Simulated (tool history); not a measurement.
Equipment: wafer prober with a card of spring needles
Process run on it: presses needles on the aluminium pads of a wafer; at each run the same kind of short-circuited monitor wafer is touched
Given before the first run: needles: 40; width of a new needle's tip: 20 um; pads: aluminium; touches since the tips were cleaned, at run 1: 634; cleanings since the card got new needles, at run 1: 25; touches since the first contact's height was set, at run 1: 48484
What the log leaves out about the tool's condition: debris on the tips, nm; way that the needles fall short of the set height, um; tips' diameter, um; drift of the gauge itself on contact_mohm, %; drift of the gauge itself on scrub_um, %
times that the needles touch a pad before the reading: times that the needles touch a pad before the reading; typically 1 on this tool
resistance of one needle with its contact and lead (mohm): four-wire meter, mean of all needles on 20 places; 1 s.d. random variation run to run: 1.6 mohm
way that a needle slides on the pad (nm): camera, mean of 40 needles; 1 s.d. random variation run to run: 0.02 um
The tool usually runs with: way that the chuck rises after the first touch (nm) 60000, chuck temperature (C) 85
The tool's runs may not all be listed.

run     day  way that the chuck rises after the first touch (nm)  chuck temperature (C)  times that the needles touch a pad before the reading  touches since the tips were cleaned  cleanings since the card got new needles  touches since the first contact's height was set  resistance of one needle with its contact and lead (mohm)  way that a needle slides on the pad (nm)
  1       0                                                60000                     85                                                      1                                  634                                        25                                             48484                                                        153                                     13950
      0.654  -- tips cleaned on abrasive film
  2   0.671                                                60000                     85                                                      1                                  147                                        26                                             54540                                                        155                                     13950
  3   1.254                                                60000                     85                                                      1                                 5445                                        26                                             59838                                                        154                                     13960
      1.375  -- tips cleaned on abrasive film
  4   1.942                                                60000                     85                                                      1                                 5145                                        27                                             66058                                                        151                                     13980
      2.083  -- tips cleaned on abrasive film
      2.454  -- height of the first contact set anew
  5   2.529                                                67000                     85                                                      1                                 3945                                        28                                               667                                                        150                                     15630
      2.817  -- tips cleaned on abrasive film
  6   3.058                                                67000                     85                                                      1                                 2192                                        29                                              5442                                                        148                                     15640
      3.533  -- tips cleaned on abrasive film
  7   3.671                                                60000                     85                                                      1                                 1261                                        30                                             10989                                                        152                                     14010
  8   3.983                                                60000                     85                                                      1                                 4095                                        30                                             13823                                                        151                                     14040
      4.246  -- tips cleaned on abrasive film
  9   4.333                                                60000                     85                                                      1                                  818                                        31                                             16993                                                        154                                     14020
 10   4.742                                                60000                     85                                                      1                                 4531                                        31                                             20706                                                        150                                     14060
      4.996  -- tips cleaned on abrasive film
 11   5.196                                                60000                     85                                                      1                                 1825                                        32                                             24788                                                        157                                     14020
 12   5.612                                                60000                     85                                                      1                                 5623                                        32                                             28586                                                        150                                     14070
      5.717  -- tips cleaned on abrasive film
 13   6.192                                                60000                     85                                                      1                                 4321                                        33                                             33789                                                        154                                     14070
      6.421  -- tips cleaned on abrasive film
 14   6.838                                                60000                     85                                                      3                                 3762                                        34                                             39620                                                        152                                     14100
      7.142  -- tips cleaned on abrasive film
 15   7.142                                                60000                     85                                                      3                                    0                                        35                                             42381                                                        154                                     14090
 16    7.65                                                60000                     85                                                      1                                 4621                                        35                                             47002                                                        152                                     14090
      7.875  -- tips cleaned on abrasive film
 17   7.996                                                60000                     85                                                      1                                 1119                                        36                                             50104                                                        151                                     14110
      8.608  -- tips cleaned on abrasive film
 18   8.696                                                63000                     45                                                      1                                  799                                        37                                             56425                                                        145                                     14840
 19     9.2                                                52000                     78                                                      1                                 5377                                        37                                             61003                                                        157                                     12240
      9.325  -- tips cleaned on abrasive film
 20   9.529                                                52000                     78                                                      1                                 1832                                        38                                             63952                                                        156                                     12290
      9.583  -- gauge calibrated
 21   9.996                                                41000                    116                                                      2                                 6094                                        38                                             68214                                                        166                                      9550
     10.042  -- tips cleaned on abrasive film
     10.283  -- height of the first contact set anew
 22  10.546                                                41000                     28                                                      2                                 4460                                        39                                              2359                                                        152                                      9520
     10.779  -- tips cleaned on abrasive film
 23  11.012                                                44000                     74                                                      3                                 2148                                        40                                              6586                                                        158                                     10250
     11.496  -- tips cleaned on abrasive film
 24  11.529                                                73000                     85                                                      1                                  279                                        41                                             11231                                                        146                                     17000
     12.238  -- tips cleaned on abrasive film
 25  12.242                                                73000                    115                                                      1                                   63                                        42                                             17690                                                        153                                     17030
 26  12.838                                                73000                    115                                                      1                                 5455                                        42                                             23082                                                        154                                     16980
     12.975  -- tips cleaned on abrasive film
 27  13.154                                                73000                    115                                                      1                                 1637                                        43                                             25944                                                        155                                     17030
 28  13.488                                                44000                     38                                                      2                                 4654                                        43                                             28961                                                        151                                     10260
     13.683  -- tips cleaned on abrasive film
 29  13.808                                                60000                     87                                                      1                                 1131                                        44                                             31859                                                        152                                     14010
     14.392  -- tips cleaned on abrasive film
 30    14.5                                                70000                     87                                                      1                                 1008                                        45                                             38121                                                        150                                     16390
       15.1  -- tips cleaned on abrasive film
 31    15.1                                                60000                     92                                                      2                                    0                                        46                                             43541                                                        153                                     14110
 32  15.783                                                50000                     85                                                      2                                 6194                                        46                                             49735                                                        157                                     11690
     15.817  -- tips cleaned on abrasive film
 33   16.35                                                50000                     85                                                      2                                 4856                                        47                                             54858                                                        160                                     11710

Same runs, no hidden state in the tool, same run-to-run variation:
run  way that a needle slides on the pad (nm)
  1                                     13950
  2                                     13940
  3                                     13940
  4                                     13940
  5                                     15570
  6                                     15570
  7                                     13940
  8                                     13960
  9                                     13930
 10                                     13960
 11                                     13910
 12                                     13950
 13                                     13940
 14                                     13950
 15                                     13940
 16                                     13930
 17                                     13940
 18                                     14650
 19                                     12080
 20                                     12110
 21                                      9540
 22                                      9500
 23                                     10230
 24                                     16950
 25                                     16960
 26                                     16890
 27                                     16940
 28                                     10200
 29                                     13920
 30                                     16270
 31                                     13990
 32                                     11580
 33                                     11590
resistance of one needle with its contact and lead (mohm): at most 1 away from the measurement, every run.
